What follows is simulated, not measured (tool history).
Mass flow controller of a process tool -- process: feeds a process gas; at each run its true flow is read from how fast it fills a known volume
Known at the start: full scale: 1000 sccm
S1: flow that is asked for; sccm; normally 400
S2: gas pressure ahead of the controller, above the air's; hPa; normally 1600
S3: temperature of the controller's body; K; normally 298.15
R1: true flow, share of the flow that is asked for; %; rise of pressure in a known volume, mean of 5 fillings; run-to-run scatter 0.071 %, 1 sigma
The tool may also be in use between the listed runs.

{"run": 1, "hour": 0.0, "S1": 400, "S2": 1600, "S3": 298.15, "R1": 99.45}
{"run": 2, "hour": 78.6, "S1": 400, "S2": 1600, "S3": 298.15, "R1": 99.6}
{"run": 3, "hour": 233.7, "S1": 400, "S2": 1600, "S3": 298.15, "R1": 99.62}
{"run": 4, "hour": 400.3, "S1": 400, "S2": 1600, "S3": 296.15, "R1": 99.42}
{"run": 5, "hour": 522.5, "S1": 400, "S2": 1600, "S3": 296.15, "R1": 99.36}
{"run": 6, "hour": 635.6, "S1": 400, "S2": 1600, "S3": 296.15, "R1": 99.61}
{"hour": 646.8, "done": "controller's zero set anew"}
{"run": 7, "hour": 712.3, "S1": 400, "S2": 1600, "S3": 296.15, "R1": 99.38}
{"run": 8, "hour": 851.4, "S1": 400, "S2": 1600, "S3": 296.15, "R1": 99.27}
{"run": 9, "hour": 954.9, "S1": 400, "S2": 1600, "S3": 296.15, "R1": 99.35}
{"run": 10, "hour": 1030.2, "S1": 669, "S2": 1970, "S3": 296.15, "R1": 100.06}
{"run": 11, "hour": 1143.0, "S1": 167, "S2": 1970, "S3": 307.15, "R1": 98.57}
{"run": 12, "hour": 1248.3, "S1": 167, "S2": 1970, "S3": 307.15, "R1": 98.47}
{"run": 13, "hour": 1379.5, "S1": 167, "S2": 2690, "S3": 298.15, "R1": 98.46}
{"hour": 1524.9, "done": "controller's zero set anew, once more"}
{"run": 14, "hour": 1536.9, "S1": 137, "S2": 2410, "S3": 309.15, "R1": 101.51}

Here are 4 independent what-if runs from the current tool condition. What would each one return?
{"run": "A", "hour": 1699.8, "S1": 133, "S2": 1850, "S3": 304.15, "R1": "?"}
{"run": "B", "hour": 1699.8, "S1": 238, "S2": 2640, "S3": 309.15, "R1": "?"}
{"run": "C", "hour": 1699.8, "S1": 400, "S2": 1600, "S3": 298.15, "R1": "?"}
{"run": "D", "hour": 1699.8, "S1": 121, "S2": 1900, "S3": 295.15, "R1": "?"}

run=A R1=100.82
run=B R1=101.63
run=C R1=100.65
run=D R1=100.39
What these runs would have given with no unlogged condition in the tool:
run=A R1=99.82
run=B R1=100.55
run=C R1=99.52
run=D R1=99.41
